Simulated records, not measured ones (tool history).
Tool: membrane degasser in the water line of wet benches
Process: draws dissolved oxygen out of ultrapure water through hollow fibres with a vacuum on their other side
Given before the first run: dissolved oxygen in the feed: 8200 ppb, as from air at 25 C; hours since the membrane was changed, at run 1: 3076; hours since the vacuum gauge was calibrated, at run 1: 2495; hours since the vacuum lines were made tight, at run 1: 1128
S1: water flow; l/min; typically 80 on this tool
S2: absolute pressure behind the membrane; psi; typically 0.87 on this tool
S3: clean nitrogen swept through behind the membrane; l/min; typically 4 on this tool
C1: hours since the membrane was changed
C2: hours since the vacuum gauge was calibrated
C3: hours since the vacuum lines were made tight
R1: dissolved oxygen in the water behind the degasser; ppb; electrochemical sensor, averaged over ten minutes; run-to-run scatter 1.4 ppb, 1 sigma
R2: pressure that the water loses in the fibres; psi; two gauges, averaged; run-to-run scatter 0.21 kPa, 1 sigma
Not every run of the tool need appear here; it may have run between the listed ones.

| run | hour | S1 | S2 | S3 | C1 | C2 | C3 | R1 | R2 |
|---|---|---|---|---|---|---|---|---|---|
| 1 | 0 | 80 | 0.87 | 4 | 3076 | 2495 | 1128 | 141.8 | 7.487 |
| 2 | 89.7 | 80 | 0.87 | 1.86 | 3166 | 2585 | 1217 | 257.8 | 7.455 |
| 3 | 154.9 | 58 | 0.87 | 1.86 | 3231 | 2650 | 1283 | 197.4 | 5.445 |
| 4 | 284.6 | 65 | 0.87 | 4 | 3361 | 2780 | 1412 | 115.7 | 6.077 |
| 5 | 428.9 | 65 | 0.87 | 7.17 | 3505 | 2924 | 1557 | 71.1 | 6.103 |
| 6 | 525.7 | 70 | 0.87 | 7.17 | 3602 | 3021 | 1653 | 77.7 | 6.534 |
| 7 | 629.5 | 70 | 0.87 | 7.17 | 3706 | 3125 | 1757 | 77.3 | 6.588 |
| 8 | 727.3 | 70 | 0.87 | 7.17 | 3803 | 3222 | 1855 | 76.8 | 6.611 |
| 9 | 821.9 | 80 | 1.681 | 4 | 3898 | 3317 | 1950 | 381.6 | 7.548 |
| 10 | 941 | 80 | 1.681 | 4 | 4017 | 3436 | 2069 | 381.2 | 7.603 |
| 11 | 1073 | 80 | 1.681 | 4 | 4149 | 3568 | 2201 | 384.9 | 7.539 |
| 12 | 1172.3 | 114 | 0.87 | 4 | 4248 | 3667 | 2300 | 219.1 | 10.802 |
| 13 | 1246.3 | 114 | 1.371 | 4 | 4322 | 3741 | 2374 | 413.7 | 10.821 |
|  | 1269.3 | vacuum gauge calibrated |
| 14 | 1350.5 | 114 | 1.371 | 4 | 4426 | 81 | 2478 | 399.4 | 10.85 |
| 15 | 1418.1 | 80 | 0.87 | 9.02 | 4494 | 149 | 2545 | 73.5 | 7.613 |
| 16 | 1524.1 | 80 | 0.87 | 9.02 | 4600 | 255 | 2651 | 72.1 | 7.632 |
| 17 | 1668.9 | 49 | 0.954 | 9.02 | 4744 | 400 | 2796 | 47 | 4.662 |
| 18 | 1764.4 | 49 | 0.954 | 9.02 | 4840 | 495 | 2892 | 48 | 4.724 |
| 19 | 1851.5 | 49 | 0.954 | 9.02 | 4927 | 582 | 2979 | 46.7 | 4.68 |
| 20 | 1965.6 | 80 | 0.743 | 5.08 | 5041 | 696 | 3093 | 82.7 | 7.702 |
| 21 | 2059.8 | 80 | 0.925 | 3.41 | 5135 | 791 | 3187 | 176.1 | 7.7 |
| 22 | 2152.7 | 76 | 0.87 | 4 | 5228 | 883 | 3280 | 130.7 | 7.245 |
| 23 | 2302.1 | 102 | 0.535 | 3.26 | 5378 | 1033 | 3429 | 66.2 | 9.791 |
| 24 | 2426.4 | 102 | 0.569 | 3.26 | 5502 | 1157 | 3554 | 81.1 | 9.783 |
| 25 | 2525.6 | 80 | 1.102 | 4 | 5601 | 1256 | 3653 | 207.6 | 7.704 |
| 26 | 2663.5 | 80 | 1.102 | 4 | 5739 | 1394 | 3791 | 212.2 | 7.709 |
| 27 | 2786.2 | 80 | 1.102 | 2.76 | 5862 | 1517 | 3913 | 283.1 | 7.758 |
| 28 | 2854 | 75 | 0.703 | 4.37 | 5930 | 1585 | 3981 | 79 | 7.253 |
| 29 | 2921.5 | 53 | 1.205 | 10.71 | 5997 | 1652 | 4049 | 66.1 | 5.14 |
| 30 | 3062.3 | 80 | 0.831 | 4.03 | 6138 | 1793 | 4189 | 128.2 | 7.78 |
| 31 | 3132.1 | 72 | 1.033 | 11.53 | 6208 | 1863 | 4259 | 71.1 | 6.979 |

3 ways to go on from here, each from the tool as it stands after run 31. What would each give?
| A | 3198.7 | 96 | 1.063 | 7.14 | 6274 | 1929 | 4326 | ? | ? |
| B | 3198.7 | 76 | 1.305 | 3.99 | 6274 | 1929 | 4326 | ? | ? |
| C | 3198.7 | 117 | 0.738 | 4.14 | 6274 | 1929 | 4326 | ? | ? |

| run | R1 | R2 |
|---|---|---|
| A | 156.7 | 9.401 |
| B | 263.3 | 7.397 |
| C | 162.3 | 11.336 |
Without the tool's hidden state the same runs would have given:
| run | R1 | R2 |
|---|---|---|
| A | 144.1 | 8.676 |
| B | 254.6 | 6.824 |
| C | 142 | 10.459 |

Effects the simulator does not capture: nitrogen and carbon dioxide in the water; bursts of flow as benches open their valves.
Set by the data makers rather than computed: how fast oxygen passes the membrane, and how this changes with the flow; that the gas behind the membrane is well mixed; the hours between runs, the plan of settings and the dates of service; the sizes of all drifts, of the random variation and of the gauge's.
